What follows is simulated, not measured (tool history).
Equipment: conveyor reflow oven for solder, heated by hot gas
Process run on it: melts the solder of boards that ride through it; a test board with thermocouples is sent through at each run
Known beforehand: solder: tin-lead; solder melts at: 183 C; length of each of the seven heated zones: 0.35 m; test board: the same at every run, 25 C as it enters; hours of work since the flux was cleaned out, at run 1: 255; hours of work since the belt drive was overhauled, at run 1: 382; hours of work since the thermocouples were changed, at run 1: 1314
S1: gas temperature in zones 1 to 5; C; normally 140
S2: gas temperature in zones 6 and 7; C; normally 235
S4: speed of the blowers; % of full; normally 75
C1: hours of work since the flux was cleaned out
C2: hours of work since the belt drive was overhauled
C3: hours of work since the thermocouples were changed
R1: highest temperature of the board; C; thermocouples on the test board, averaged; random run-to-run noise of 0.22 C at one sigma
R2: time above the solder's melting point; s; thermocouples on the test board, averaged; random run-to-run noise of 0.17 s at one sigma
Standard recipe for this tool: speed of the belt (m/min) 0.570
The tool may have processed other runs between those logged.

run 1 hour=0.0 | S1=140 S2=235 speed_of_the_belt_(m/min)=0.570 S4=75 | C1=255 C2=382 C3=1314 | R1=223.4 R2=60.5
-- hour=30.6 flux residue cleaned out of gas plates and filters
run 2 hour=54.7 | S1=140 S2=235 speed_of_the_belt_(m/min)=0.570 S4=75 | C1=14 C2=411 C3=1343 | R1=225.6 R2=62.3
run 3 hour=92.4 | S1=140 S2=235 speed_of_the_belt_(m/min)=0.570 S4=75 | C1=35 C2=432 C3=1364 | R1=225.3 R2=62.0
run 4 hour=122.1 | S1=140 S2=235 speed_of_the_belt_(m/min)=0.570 S4=75 | C1=52 C2=449 C3=1381 | R1=225.4 R2=62.3
run 5 hour=154.1 | S1=140 S2=235 speed_of_the_belt_(m/min)=0.570 S4=75 | C1=71 C2=468 C3=1400 | R1=225.5 R2=62.2
run 6 hour=209.8 | S1=140 S2=235 speed_of_the_belt_(m/min)=0.570 S4=75 | C1=103 C2=500 C3=1431 | R1=225.2 R2=62.0
run 7 hour=235.6 | S1=127 S2=235 speed_of_the_belt_(m/min)=0.570 S4=75 | C1=118 C2=514 C3=1446 | R1=223.4 R2=56.4
run 8 hour=273.7 | S1=127 S2=235 speed_of_the_belt_(m/min)=0.570 S4=75 | C1=139 C2=536 C3=1468 | R1=223.0 R2=56.7
-- hour=278.4 thermocouples of zones 6 and 7 changed
run 9 hour=319.7 | S1=127 S2=235 speed_of_the_belt_(m/min)=0.570 S4=75 | C1=165 C2=561 C3=24 | R1=217.8 R2=53.3
run 10 hour=360.3 | S1=127 S2=235 speed_of_the_belt_(m/min)=0.570 S4=75 | C1=188 C2=585 C3=47 | R1=217.4 R2=53.0
run 11 hour=410.6 | S1=127 S2=235 speed_of_the_belt_(m/min)=0.570 S4=75 | C1=217 C2=614 C3=76 | R1=217.7 R2=52.9
run 12 hour=433.9 | S1=140 S2=235 speed_of_the_belt_(m/min)=0.570 S4=75 | C1=230 C2=627 C3=89 | R1=219.9 R2=58.8
run 13 hour=483.8 | S1=140 S2=235 speed_of_the_belt_(m/min)=0.570 S4=75 | C1=259 C2=656 C3=118 | R1=219.5 R2=58.5
-- hour=508.0 flux residue cleaned out of gas plates and filters
run 14 hour=538.1 | S1=140 S2=235 speed_of_the_belt_(m/min)=0.570 S4=75 | C1=17 C2=684 C3=146 | R1=221.9 R2=60.4
run 15 hour=592.1 | S1=140 S2=235 speed_of_the_belt_(m/min)=0.511 S4=75 | C1=48 C2=715 C3=177 | R1=224.6 R2=69.8
run 16 hour=635.6 | S1=135 S2=223 speed_of_the_belt_(m/min)=0.511 S4=75 | C1=73 C2=740 C3=202 | R1=212.8 R2=59.8
run 17 hour=684.0 | S1=135 S2=223 speed_of_the_belt_(m/min)=0.511 S4=75 | C1=101 C2=767 C3=230 | R1=212.8 R2=59.6
-- hour=723.9 belt drive overhauled, speed set with a stopwatch
run 18 hour=735.3 | S1=135 S2=227 speed_of_the_belt_(m/min)=0.511 S4=79 | C1=128 C2=7 C3=257 | R1=216.7 R2=61.6
run 19 hour=780.9 | S1=152 S2=249 speed_of_the_belt_(m/min)=0.511 S4=79 | C1=154 C2=33 C3=283 | R1=239.0 R2=80.1
run 20 hour=832.9 | S1=154 S2=235 speed_of_the_belt_(m/min)=0.516 S4=75 | C1=184 C2=62 C3=313 | R1=225.5 R2=74.0
run 21 hour=881.0 | S1=154 S2=235 speed_of_the_belt_(m/min)=0.516 S4=75 | C1=212 C2=90 C3=340 | R1=225.8 R2=73.9
run 22 hour=919.2 | S1=139 S2=235 speed_of_the_belt_(m/min)=0.648 S4=78 | C1=233 C2=112 C3=362 | R1=216.2 R2=47.8
run 23 hour=952.2 | S1=129 S2=235 speed_of_the_belt_(m/min)=0.550 S4=55 | C1=252 C2=131 C3=381 | R1=213.7 R2=50.6
-- hour=989.9 flux residue cleaned out of gas plates and filters
run 24 hour=1003.1 | S1=145 S2=235 speed_of_the_belt_(m/min)=0.493 S4=64 | C1=8 C2=157 C3=408 | R1=224.5 R2=73.0
run 25 hour=1060.1 | S1=140 S2=235 speed_of_the_belt_(m/min)=0.595 S4=62 | C1=40 C2=190 C3=440 | R1=217.1 R2=53.1
run 26 hour=1113.4 | S1=140 S2=237 speed_of_the_belt_(m/min)=0.538 S4=68 | C1=71 C2=220 C3=471 | R1=223.7 R2=64.2
run 27 hour=1156.4 | S1=140 S2=237 speed_of_the_belt_(m/min)=0.538 S4=68 | C1=95 C2=245 C3=495 | R1=223.8 R2=64.2
run 28 hour=1213.8 | S1=140 S2=235 speed_of_the_belt_(m/min)=0.538 S4=89 | C1=128 C2=278 C3=528 | R1=226.3 R2=66.4
run 29 hour=1253.1 | S1=140 S2=235 speed_of_the_belt_(m/min)=0.538 S4=89 | C1=151 C2=301 C3=551 | R1=226.0 R2=66.2

Take each entry between the runs: how does the hidden state at the last listed run before it differ from the hidden state at the first listed run after it?
From run 1 to run 2: flux residue cleaned out of gas plates and filters (hour 30.6)
  heat that the gas passes to the board, % of a clean oven's: 91.2 -> 99.1; belt's true speed, % of the reading: 99.04 -> 98.97; true gas temperature in zones 6 and 7 over the reading, C: 5.28 -> 5.4
  measured value less the no-hidden-state value, R1: +2.6 -> +4.8 C; R2: +2.0 -> +3.6 s
From run 8 to run 9: thermocouples of zones 6 and 7 changed (hour 278.4)
  heat that the gas passes to the board, % of a clean oven's: 95.2 -> 94.5; belt's true speed, % of the reading: 98.67 -> 98.61; true gas temperature in zones 6 and 7 over the reading, C: 5.89 -> 0.39
  measured value less the no-hidden-state value, R1: +4.4 -> -0.8 C; R2: +3.4 -> +0.0 s
From run 13 to run 14: flux residue cleaned out of gas plates and filters (hour 508.0)
  heat that the gas passes to the board, % of a clean oven's: 91.9 -> 99.4; belt's true speed, % of the reading: 98.39 -> 98.32; true gas temperature in zones 6 and 7 over the reading, C: 0.75 -> 0.85
  measured value less the no-hidden-state value, R1: -0.9 -> +1.1 C; R2: +0.1 -> +1.8 s
From run 17 to run 18: belt drive overhauled, speed set with a stopwatch (hour 723.9)
  heat that the gas passes to the board, % of a clean oven's: 96.8 -> 96; belt's true speed, % of the reading: 98.11 -> 100.04; true gas temperature in zones 6 and 7 over the reading, C: 1.18 -> 1.29
  measured value less the no-hidden-state value, R1: +0.8 -> +0.3 C; R2: +1.8 -> -0.2 s
From run 23 to run 24: flux residue cleaned out of gas plates and filters (hour 989.9)
  heat that the gas passes to the board, % of a clean oven's: 92.4 -> 99.1; belt's true speed, % of the reading: 99.74 -> 99.68; true gas temperature in zones 6 and 7 over the reading, C: 1.77 -> 1.87
  measured value less the no-hidden-state value, R1: -0.3 -> +1.6 C; R2: -0.4 -> +1.3 s
